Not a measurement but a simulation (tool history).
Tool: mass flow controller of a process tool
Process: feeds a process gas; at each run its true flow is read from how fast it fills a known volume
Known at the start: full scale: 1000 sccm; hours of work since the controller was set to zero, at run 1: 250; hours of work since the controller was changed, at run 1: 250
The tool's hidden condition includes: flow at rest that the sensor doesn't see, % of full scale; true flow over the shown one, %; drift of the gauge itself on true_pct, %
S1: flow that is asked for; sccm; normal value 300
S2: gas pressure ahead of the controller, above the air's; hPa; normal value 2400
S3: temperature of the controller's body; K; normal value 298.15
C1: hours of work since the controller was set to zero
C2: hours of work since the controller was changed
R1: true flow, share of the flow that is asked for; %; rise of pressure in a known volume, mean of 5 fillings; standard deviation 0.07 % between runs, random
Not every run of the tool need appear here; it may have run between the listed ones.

run 1 day=0.000 | S1=300 S2=2400 S3=298.15 | C1=250 C2=250 | R1=98.76
run 2 day=9.996 | S1=300 S2=2400 S3=298.15 | C1=331 C2=331 | R1=98.86
run 3 day=19.100 | S1=300 S2=2400 S3=298.15 | C1=405 C2=405 | R1=98.96
run 4 day=27.988 | S1=300 S2=2450 S3=298.15 | C1=477 C2=477 | R1=99.03
run 5 day=34.696 | S1=300 S2=1410 S3=298.15 | C1=532 C2=532 | R1=98.38
run 6 day=43.638 | S1=300 S2=2400 S3=293.15 | C1=604 C2=604 | R1=99.47
run 7 day=52.617 | S1=300 S2=2400 S3=293.15 | C1=677 C2=677 | R1=99.61
run 8 day=59.433 | S1=300 S2=2690 S3=298.15 | C1=732 C2=732 | R1=99.46
run 9 day=67.229 | S1=300 S2=2400 S3=298.15 | C1=795 C2=795 | R1=99.39
run 10 day=77.858 | S1=300 S2=2400 S3=297.15 | C1=881 C2=881 | R1=99.38
run 11 day=84.167 | S1=300 S2=2400 S3=297.15 | C1=933 C2=933 | R1=99.74
run 12 day=94.829 | S1=300 S2=2400 S3=297.15 | C1=1019 C2=1019 | R1=99.67
run 13 day=103.604 | S1=300 S2=2400 S3=298.15 | C1=1090 C2=1090 | R1=99.71
run 14 day=108.917 | S1=300 S2=2060 S3=298.15 | C1=1133 C2=1133 | R1=99.41
run 15 day=114.179 | S1=300 S2=2400 S3=298.15 | C1=1176 C2=1176 | R1=99.69
run 16 day=124.321 | S1=300 S2=2400 S3=298.15 | C1=1258 C2=1258 | R1=99.87
run 17 day=133.733 | S1=673 S2=2400 S3=298.15 | C1=1334 C2=1334 | R1=100.48
run 18 day=139.867 | S1=673 S2=2400 S3=298.15 | C1=1384 C2=1384 | R1=100.56
run 19 day=145.579 | S1=422 S2=2400 S3=298.15 | C1=1430 C2=1430 | R1=100.21
run 20 day=151.608 | S1=422 S2=2400 S3=298.15 | C1=1479 C2=1479 | R1=100.07
run 21 day=160.275 | S1=422 S2=2400 S3=298.15 | C1=1549 C2=1549 | R1=100.27
run 22 day=168.038 | S1=652 S2=1750 S3=298.15 | C1=1612 C2=1612 | R1=100.05
run 23 day=175.475 | S1=306 S2=1500 S3=304.15 | C1=1672 C2=1672 | R1=99.13
run 24 day=184.929 | S1=388 S2=1770 S3=298.15 | C1=1749 C2=1749 | R1=99.78
run 25 day=191.692 | S1=300 S2=1470 S3=295.15 | C1=1804 C2=1804 | R1=99.86
run 26 day=201.933 | S1=300 S2=1470 S3=295.15 | C1=1887 C2=1887 | R1=99.97
run 27 day=209.138 | S1=300 S2=1450 S3=295.15 | C1=1945 C2=1945 | R1=100.18
run 28 day=219.388 | S1=389 S2=1880 S3=299.15 | C1=2028 C2=2028 | R1=100.25
run 29 day=224.100 | S1=389 S2=1880 S3=299.15 | C1=2067 C2=2067 | R1=100.19
run 30 day=233.783 | S1=389 S2=1880 S3=299.15 | C1=2145 C2=2145 | R1=100.41
run 31 day=238.683 | S1=123 S2=2400 S3=298.15 | C1=2185 C2=2185 | R1=102.96
run 32 day=245.167 | S1=123 S2=2400 S3=298.15 | C1=2237 C2=2237 | R1=103.30
run 33 day=250.279 | S1=300 S2=1800 S3=296.15 | C1=2279 C2=2279 | R1=100.67
run 34 day=260.046 | S1=300 S2=1680 S3=298.15 | C1=2358 C2=2358 | R1=100.55
run 35 day=267.238 | S1=300 S2=1680 S3=298.15 | C1=2416 C2=2416 | R1=100.62
run 36 day=273.838 | S1=400 S2=2400 S3=296.15 | C1=2470 C2=2470 | R1=101.17
run 37 day=279.638 | S1=120 S2=2450 S3=301.15 | C1=2517 C2=2517 | R1=103.86
run 38 day=286.962 | S1=208 S2=2310 S3=301.15 | C1=2576 C2=2576 | R1=101.71
run 39 day=293.729 | S1=380 S2=2310 S3=301.15 | C1=2631 C2=2631 | R1=100.77
run 40 day=304.350 | S1=380 S2=2310 S3=301.15 | C1=2717 C2=2717 | R1=100.92
run 41 day=311.917 | S1=300 S2=2720 S3=299.15 | C1=2778 C2=2778 | R1=101.77
run 42 day=321.467 | S1=563 S2=1990 S3=304.15 | C1=2856 C2=2856 | R1=100.68

Run by run, hidden condition taken away, random variation retained:
run=1 R1=98.17
run=2 R1=98.19
run=3 R1=98.20
run=4 R1=98.20
run=5 R1=97.48
run=6 R1=98.50
run=7 R1=98.56
run=8 R1=98.35
run=9 R1=98.20
run=10 R1=98.10
run=11 R1=98.40
run=12 R1=98.24
run=13 R1=98.20
run=14 R1=97.85
run=15 R1=98.08
run=16 R1=98.17
run=17 R1=99.34
run=18 R1=99.39
run=19 R1=98.68
run=20 R1=98.50
run=21 R1=98.63
run=22 R1=98.71
run=23 R1=97.01
run=24 R1=97.89
run=25 R1=97.56
run=26 R1=97.59
run=27 R1=97.72
run=28 R1=98.09
run=29 R1=98.00
run=30 R1=98.14
run=31 R1=97.54
run=32 R1=97.74
run=33 R1=97.83
run=34 R1=97.62
run=35 R1=97.63
run=36 R1=98.64
run=37 R1=97.52
run=38 R1=97.56
run=39 R1=98.00
run=40 R1=98.07
run=41 R1=98.36
run=42 R1=98.33
